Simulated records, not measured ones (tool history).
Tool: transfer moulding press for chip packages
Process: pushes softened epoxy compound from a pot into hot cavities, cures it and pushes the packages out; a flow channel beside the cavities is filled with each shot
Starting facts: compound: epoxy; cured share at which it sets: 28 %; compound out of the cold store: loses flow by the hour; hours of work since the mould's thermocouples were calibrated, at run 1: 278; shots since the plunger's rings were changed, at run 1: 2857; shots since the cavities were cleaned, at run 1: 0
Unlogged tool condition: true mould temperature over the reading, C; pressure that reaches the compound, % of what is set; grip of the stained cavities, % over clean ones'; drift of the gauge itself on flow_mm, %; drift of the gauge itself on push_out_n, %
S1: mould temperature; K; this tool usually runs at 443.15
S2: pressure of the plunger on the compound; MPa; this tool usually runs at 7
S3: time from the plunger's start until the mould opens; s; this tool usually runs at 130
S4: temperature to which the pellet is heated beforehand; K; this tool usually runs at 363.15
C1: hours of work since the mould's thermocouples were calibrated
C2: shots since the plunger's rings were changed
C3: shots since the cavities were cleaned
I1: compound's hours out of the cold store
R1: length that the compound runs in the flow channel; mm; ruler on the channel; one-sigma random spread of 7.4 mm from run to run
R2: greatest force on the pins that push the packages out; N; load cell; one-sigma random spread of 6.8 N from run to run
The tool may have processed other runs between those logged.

| run | hour | S1 | S2 | S3 | S4 | C1 | C2 | C3 | I1 | R1 | R2 |
|---|---|---|---|---|---|---|---|---|---|---|---|
| 1 | 0 | 443.15 | 7 | 130 | 363.15 | 278 | 2857 | 0 | 27.8 | 836 | 292 |
| 2 | 65.2 | 443.15 | 7 | 130 | 363.15 | 307 | 3270 | 413 | 27.9 | 842 | 433 |
|  | 74.9 | cavities cleaned with cleaning compound and waxed |
| 3 | 124.9 | 443.15 | 7 | 130 | 363.15 | 333 | 3638 | 317 | 35.1 | 790 | 414 |
|  | 147.3 | cavities cleaned with cleaning compound and waxed |
| 4 | 183.6 | 443.15 | 7 | 130 | 363.15 | 358 | 4000 | 230 | 28.2 | 811 | 404 |
|  | 220.5 | cavities cleaned with cleaning compound and waxed |
| 5 | 257.7 | 443.15 | 7 | 130 | 372.15 | 390 | 4459 | 236 | 12.6 | 889 | 397 |
|  | 297.2 | cavities cleaned with cleaning compound and waxed |
| 6 | 297.2 | 443.15 | 7 | 130 | 363.15 | 407 | 4699 | 0 | 43 | 739 | 285 |
|  | 372.6 | cavities cleaned with cleaning compound and waxed |
| 7 | 379.3 | 443.15 | 7 | 130 | 363.15 | 443 | 5209 | 43 | 43.4 | 754 | 305 |
| 8 | 428 | 443.15 | 7 | 130 | 363.15 | 465 | 5517 | 351 | 37.9 | 771 | 412 |
|  | 447.2 | cavities cleaned with cleaning compound and waxed |
|  | 461.6 | plunger's sealing rings changed |
| 9 | 489.6 | 443.15 | 7 | 130 | 363.15 | 490 | 178 | 253 | 33.8 | 859 | 391 |
|  | 522.8 | cavities cleaned with cleaning compound and waxed |
| 10 | 530.8 | 443.15 | 7 | 130 | 363.15 | 508 | 428 | 50 | 10.8 | 956 | 315 |
|  | 600.3 | cavities cleaned with cleaning compound and waxed |
| 11 | 610.9 | 443.15 | 6.31 | 130 | 363.15 | 543 | 926 | 67 | 32 | 811 | 314 |
| 12 | 656 | 443.15 | 7 | 129 | 363.15 | 563 | 1211 | 352 | 43.6 | 828 | 407 |
|  | 674.2 | cavities cleaned with cleaning compound and waxed |
| 13 | 744.1 | 443.15 | 7 | 129 | 363.15 | 601 | 1759 | 442 | 11.1 | 940 | 467 |
|  | 753 | cavities cleaned with cleaning compound and waxed |
| 14 | 804.5 | 443.15 | 7 | 129 | 363.15 | 627 | 2131 | 326 | 29.6 | 847 | 438 |
|  | 829.4 | cavities cleaned with cleaning compound and waxed |
| 15 | 878.4 | 447.15 | 7 | 130 | 366.15 | 659 | 2589 | 310 | 30.9 | 823 | 378 |
|  | 902.7 | cavities cleaned with cleaning compound and waxed |
| 16 | 915.7 | 447.15 | 7 | 130 | 366.15 | 675 | 2816 | 82 | 14.5 | 896 | 307 |
| 17 | 955.8 | 450.15 | 7.55 | 131 | 366.15 | 693 | 3070 | 336 | 22.3 | 882 | 366 |
|  | 979.1 | cavities cleaned with cleaning compound and waxed |
| 18 | 1022.9 | 436.15 | 7.97 | 130 | 363.15 | 722 | 3484 | 276 | 28.2 | 905 | 632 |
|  | 1047 | mould's thermocouples calibrated |
|  | 1054.2 | cavities cleaned with cleaning compound and waxed |
| 19 | 1091.8 | 436.15 | 8.39 | 130 | 363.15 | 19 | 3898 | 238 | 26.7 | 938 | 535 |
|  | 1129.2 | cavities cleaned with cleaning compound and waxed |
| 20 | 1140.1 | 443.15 | 6.64 | 111 | 363.15 | 40 | 4194 | 69 | 36.4 | 768 | 385 |
| 21 | 1176.4 | 449.15 | 7 | 130 | 368.15 | 56 | 4424 | 299 | 38.6 | 753 | 351 |
|  | 1205 | cavities cleaned with cleaning compound and waxed |
| 22 | 1256.4 | 449.15 | 7 | 137 | 358.15 | 91 | 4920 | 325 | 41.7 | 751 | 355 |
|  | 1278 | cavities cleaned with cleaning compound and waxed |
| 23 | 1298 | 449.15 | 7 | 137 | 358.15 | 109 | 5174 | 127 | 44.6 | 729 | 296 |
|  | 1352.9 | cavities cleaned with cleaning compound and waxed |
| 24 | 1356.4 | 449.15 | 7 | 137 | 358.15 | 134 | 5534 | 22 | 21.3 | 820 | 256 |
|  | 1388.1 | plunger's sealing rings changed |
|  | 1427.9 | cavities cleaned with cleaning compound and waxed |
| 25 | 1427.9 | 438.15 | 7 | 130 | 359.15 | 164 | 242 | 0 | 27.8 | 895 | 369 |
|  | 1505.7 | cavities cleaned with cleaning compound and waxed |
| 26 | 1512.2 | 438.15 | 7 | 130 | 359.15 | 201 | 766 | 41 | 32.5 | 866 | 380 |

Here are 5 independent what-if runs from the current tool condition. What would each one return?
| A | 1560.2 | 443.15 | 7 | 130 | 357.15 | 222 | 1069 | 344 | 14.8 | ? | ? |
| B | 1560.2 | 443.15 | 7 | 130 | 363.15 | 222 | 1069 | 344 | 28.7 | ? | ? |
| C | 1560.2 | 437.15 | 6.14 | 130 | 367.15 | 222 | 1069 | 344 | 26.6 | ? | ? |
| D | 1560.2 | 438.15 | 7 | 130 | 362.15 | 222 | 1069 | 344 | 34.7 | ? | ? |
| E | 1560.2 | 444.15 | 7.25 | 130 | 354.15 | 222 | 1069 | 344 | 39.3 | ? | ? |

| run | R1 | R2 |
|---|---|---|
| A | 931 | 438 |
| B | 878 | 411 |
| C | 833 | 549 |
| D | 864 | 508 |
| E | 833 | 388 |
What these runs would have given with no unlogged condition in the tool:
| run | R1 | R2 |
|---|---|---|
| A | 946 | 300 |
| B | 893 | 282 |
| C | 847 | 372 |
| D | 878 | 346 |
| E | 847 | 266 |

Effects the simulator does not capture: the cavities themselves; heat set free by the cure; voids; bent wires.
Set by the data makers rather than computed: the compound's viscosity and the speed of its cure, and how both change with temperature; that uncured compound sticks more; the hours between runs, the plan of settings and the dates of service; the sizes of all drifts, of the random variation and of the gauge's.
